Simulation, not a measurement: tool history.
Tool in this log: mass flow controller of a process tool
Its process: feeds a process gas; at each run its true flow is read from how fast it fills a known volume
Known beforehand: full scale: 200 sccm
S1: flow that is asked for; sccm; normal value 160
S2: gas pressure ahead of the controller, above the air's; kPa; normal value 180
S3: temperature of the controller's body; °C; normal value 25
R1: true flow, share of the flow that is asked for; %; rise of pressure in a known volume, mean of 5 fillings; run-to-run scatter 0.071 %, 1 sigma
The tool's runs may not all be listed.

Run 1, hour 0: usual settings. Result: R1 99.74 %.
Run 2, hour 414.7: usual settings. Result: R1 99.79 %.
Run 3, hour 726.1: usual settings. Result: R1 99.91 %.
Run 4, hour 1064.6: usual settings. Result: R1 100.09 %.
Run 5, hour 1437.9: usual settings but S3 28 °C. Result: R1 100.24 %.
Run 6, hour 1788.5: usual settings but S3 28 °C. Result: R1 100.33 %.
Run 7, hour 2084.7: usual settings but S3 28 °C. Result: R1 100.39 %.
Run 8, hour 2386: usual settings but S3 28 °C. Result: R1 100.43 %.
Run 9, hour 2652.8: usual settings but S3 28 °C. Result: R1 100.55 %.
Run 10, hour 2956: usual settings but S3 28 °C. Result: R1 100.54 %.
Run 11, hour 3176.2: usual settings but S2 262 kPa. Result: R1 100.46 %.
Run 12, hour 3496.5: usual settings but S2 262 kPa. Result: R1 100.47 %.
Run 13, hour 3720.9: usual settings but S1 66 sccm, S2 262 kPa. Result: R1 99.76 %.
Run 14, hour 3919.3: usual settings. Result: R1 100.98 %.
Run 15, hour 4361: usual settings. Result: R1 101.24 %.
Run 16, hour 4755.5: usual settings but S2 230 kPa. Result: R1 101.07 %.
Run 17, hour 5048.3: usual settings but S2 213 kPa. Result: R1 101.25 %.
At hour 5307.9: gauge calibrated.
Run 18, hour 5430.7: usual settings but S2 234 kPa. Result: R1 99.6 %.
Run 19, hour 5643.7: usual settings but S1 91 sccm, S2 234 kPa. Result: R1 99.05 %.
Run 20, hour 6081.4: usual settings but S1 91 sccm, S2 234 kPa. Result: R1 99.16 %.
Run 21, hour 6413.9: usual settings but S1 91 sccm, S2 234 kPa. Result: R1 99.4 %.
Run 22, hour 6733.2: usual settings but S2 195 kPa. Result: R1 100.06 %.
At hour 6997.1: controller exchanged for a calibrated one.
Run 23, hour 7023.7: usual settings. Result: R1 100.18 %.
Run 24, hour 7247.7: usual settings but S3 32 °C. Result: R1 100.16 %.
Run 25, hour 7434: usual settings but S1 95 sccm, S3 32 °C. Result: R1 99.63 %.
Run 26, hour 7742.3: usual settings but S1 95 sccm, S3 32 °C. Result: R1 99.66 %.
Run 27, hour 8022.4: usual settings but S1 95 sccm, S3 32 °C. Result: R1 99.75 %.
Run 28, hour 8364.9: usual settings but S1 21 sccm, S2 273 kPa, S3 23 °C. Result: R1 99.21 %.
Run 29, hour 8664.5: usual settings but S1 46 sccm, S2 189 kPa, S3 28 °C. Result: R1 99.72 %.
Run 30, hour 8939.6: usual settings but S2 142 kPa, S3 24 °C. Result: R1 101.14 %.
Run 31, hour 9218.2: usual settings but S3 33 °C. Result: R1 100.76 %.
Run 32, hour 9401: usual settings but S1 110 sccm, S2 243 kPa, S3 30 °C. Result: R1 100.24 %.
At hour 9572.3: gauge calibrated.
Run 33, hour 9610.2: usual settings but S1 22 sccm, S2 243 kPa, S3 30 °C. Result: R1 98.2 %.
Run 34, hour 9794.8: usual settings but S1 44 sccm, S2 272 kPa, S3 33 °C. Result: R1 98.23 %.
Run 35, hour 10034.4: usual settings but S1 59 sccm, S2 146 kPa, S3 23 °C. Result: R1 99.03 %.
Run 36, hour 10304.7: usual settings but S1 59 sccm, S2 146 kPa, S3 23 °C. Result: R1 99.24 %.
Run 37, hour 10735.7: usual settings but S1 27 sccm, S2 222 kPa, S3 21 °C. Result: R1 98.94 %.
Run 38, hour 11059.3: usual settings but S1 27 sccm, S2 222 kPa, S3 21 °C. Result: R1 99.05 %.
Run 39, hour 11434: usual settings but S1 27 sccm, S2 222 kPa, S3 21 °C. Result: R1 99.2 %.
Run 40, hour 11803.7: usual settings but S3 30 °C. Result: R1 100.41 %.
Run 41, hour 12113.8: usual settings but S1 53 sccm. Result: R1 99.56 %.
Run 42, hour 12311.9: usual settings but S1 53 sccm. Result: R1 99.68 %.
Run 43, hour 12531.9: usual settings but S1 53 sccm, S2 218 kPa. Result: R1 99.59 %.
Run 44, hour 12965.6: usual settings but S1 92 sccm, S2 241 kPa, S3 36 °C. Result: R1 99.75 %.
Run 45, hour 13152: usual settings but S1 80 sccm, S2 203 kPa, S3 28 °C. Result: R1 100.09 %.
Run 46, hour 13387.2: usual settings but S1 80 sccm, S2 203 kPa, S3 28 °C. Result: R1 100.05 %.
Run 47, hour 13583.7: usual settings but S1 80 sccm, S2 203 kPa, S3 28 °C. Result: R1 100.12 %.
Run 48, hour 14020.1: usual settings but S1 80 sccm, S2 203 kPa, S3 24 °C. Result: R1 100.37 %.
Run 49, hour 14237.2: usual settings but S1 186 sccm, S2 177 kPa, S3 22 °C. Result: R1 101.54 %.

Consider 3 possible next runs. They are alternatives, not a sequence: every one starts from the tool as it was left by run 49. What does each give?
Run A, hour 14495.9: usual settings but S1 59 sccm, S3 33 °C. Result: R1 ?.
Run B, hour 14495.9: usual settings but S1 122 sccm, S2 186 kPa, S3 23 °C. Result: R1 ?.
Run C, hour 14495.9: usual settings but S1 38 sccm, S3 23 °C. Result: R1 ?.

run      R1
  A  100.28
  B  100.91
  C  100.34
Stripped of hidden state, with their random variation kept, the same runs would have yielded:
run     R1
  A  98.66
  B  99.28
  C  98.71
